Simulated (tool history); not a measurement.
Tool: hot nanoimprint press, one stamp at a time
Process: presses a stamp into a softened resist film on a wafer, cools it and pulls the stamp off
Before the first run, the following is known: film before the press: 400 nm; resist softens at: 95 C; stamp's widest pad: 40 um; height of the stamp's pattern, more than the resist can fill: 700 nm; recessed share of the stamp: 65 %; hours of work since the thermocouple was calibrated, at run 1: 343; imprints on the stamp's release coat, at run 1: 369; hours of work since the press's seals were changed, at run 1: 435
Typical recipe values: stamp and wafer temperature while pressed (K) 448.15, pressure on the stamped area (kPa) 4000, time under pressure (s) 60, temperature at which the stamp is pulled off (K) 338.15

| run | hour | stamp and wafer temperature while pressed (K) | pressure on the stamped area (kPa) | time under pressure (s) | temperature at which the stamp is pulled off (K) | hours of work since the thermocouple was calibrated | imprints on the stamp's release coat | hours of work since the press's seals were changed | resist left under the stamp's widest pad (Å) | greatest force while the stamp is pulled off (N) |
|---|---|---|---|---|---|---|---|---|---|---|
| 1 | 0.0 | 448.15 | 4000 | 60 | 338.15 | 343 | 369 | 435 | 1432 | 180 |
| 2 | 10.6 | 448.15 | 4000 | 60 | 338.15 | 349 | 387 | 441 | 1433 | 181 |
| 3 | 28.3 | 439.15 | 4000 | 60 | 338.15 | 359 | 418 | 451 | 1810 | 183 |
| 4 | 41.6 | 443.15 | 4000 | 60 | 338.15 | 366 | 441 | 458 | 1622 | 187 |
| 5 | 52.2 | 443.15 | 4000 | 60 | 338.15 | 372 | 459 | 464 | 1624 | 181 |
| 6 | 63.9 | 443.15 | 4780 | 60 | 338.15 | 379 | 479 | 471 | 1466 | 189 |
| 7 | 80.8 | 443.15 | 4780 | 30 | 338.15 | 388 | 508 | 480 | 1845 | 188 |
| 8 | 90.4 | 448.15 | 4000 | 60 | 338.15 | 394 | 525 | 485 | 1430 | 189 |
| 9 | 99.8 | 448.15 | 4000 | 60 | 338.15 | 399 | 541 | 491 | 1427 | 188 |
| 10 | 108.9 | 448.15 | 4000 | 60 | 338.15 | 404 | 557 | 496 | 1432 | 187 |
|  | 113.7 | plate thermocouple calibrated |
| 11 | 124.8 | 448.15 | 4000 | 60 | 338.15 | 6 | 579 | 503 | 1422 | 187 |
| 12 | 143.5 | 442.15 | 4000 | 60 | 338.15 | 17 | 611 | 513 | 1655 | 187 |
|  | 154.9 | plate thermocouple calibrated, once more |
| 13 | 167.2 | 448.15 | 4000 | 60 | 338.15 | 7 | 647 | 525 | 1474 | 197 |
| 14 | 184.5 | 448.15 | 4000 | 60 | 338.15 | 17 | 677 | 535 | 1477 | 202 |
| 15 | 203.8 | 448.15 | 4000 | 80 | 338.15 | 27 | 710 | 545 | 1340 | 204 |
| 16 | 225.8 | 450.15 | 4420 | 36 | 338.15 | 40 | 748 | 558 | 1579 | 205 |
| 17 | 243.2 | 444.15 | 4000 | 60 | 338.15 | 49 | 778 | 568 | 1633 | 206 |
| 18 | 261.2 | 448.15 | 3940 | 50 | 338.15 | 59 | 809 | 578 | 1581 | 207 |
| 19 | 282.4 | 448.15 | 3940 | 47 | 338.15 | 71 | 846 | 589 | 1610 | 210 |
| 20 | 294.8 | 457.15 | 3940 | 101 | 339.15 | 78 | 867 | 596 | 996 | 203 |
| 21 | 311.5 | 457.15 | 3940 | 101 | 339.15 | 88 | 896 | 606 | 1001 | 212 |
| 22 | 330.0 | 448.15 | 3880 | 99 | 338.15 | 98 | 928 | 616 | 1260 | 215 |
| 23 | 341.8 | 448.15 | 3880 | 99 | 338.15 | 105 | 948 | 623 | 1263 | 217 |
| 24 | 355.8 | 448.15 | 3880 | 99 | 338.15 | 112 | 973 | 631 | 1266 | 216 |
| 25 | 369.7 | 449.15 | 2510 | 45 | 338.15 | 120 | 996 | 638 | 2044 | 214 |
| 26 | 390.2 | 449.15 | 2510 | 45 | 338.15 | 132 | 1032 | 650 | 2041 | 221 |
| 27 | 407.7 | 444.15 | 2510 | 83 | 324.15 | 141 | 1062 | 660 | 1897 | 307 |
|  | 418.9 | stamp cleaned and given a new release coat |
| 28 | 429.8 | 452.15 | 3250 | 38 | 344.15 | 150 | 19 | 669 | 1749 | 137 |
| 29 | 439.3 | 452.15 | 3250 | 38 | 344.15 | 156 | 35 | 674 | 1743 | 137 |

How the hidden state differs across the entries between the runs, from the last listed run before each to the first after it:
Logged between run 10 and run 11: plate thermocouple calibrated (hour 113.7)
  true temperature over the reading, C: 1.58 -> 1.78; pressure that arrives at the usual setting, %: 97.26 -> 97.21; grip of the stamp's worn release coat, % over a new coat's: 17.3 -> 18
  difference, measured minus the result without the unlogged condition, resist left under the stamp's widest pad (Å): -33 -> -39; greatest force while the stamp is pulled off (N): +21 -> +21
Logged between run 12 and run 13: plate thermocouple calibrated, once more (hour 154.9)
  true temperature over the reading, C: 1.82 -> 0.25; pressure that arrives at the usual setting, %: 97.15 -> 97.07; grip of the stamp's worn release coat, % over a new coat's: 19.1 -> 20.2
  difference, measured minus the result without the unlogged condition, resist left under the stamp's widest pad (Å): -52 -> +17; greatest force while the stamp is pulled off (N): +22 -> +32
Logged between run 27 and run 28: stamp cleaned and given a new release coat (hour 418.9)
  true temperature over the reading, C: 0.74 -> 0.77; pressure that arrives at the usual setting, %: 96.18 -> 96.13; grip of the stamp's worn release coat, % over a new coat's: 34.1 -> 0.6
  difference, measured minus the result without the unlogged condition, resist left under the stamp's widest pad (Å): -9 -> +2; greatest force while the stamp is pulled off (N): +75 -> -3
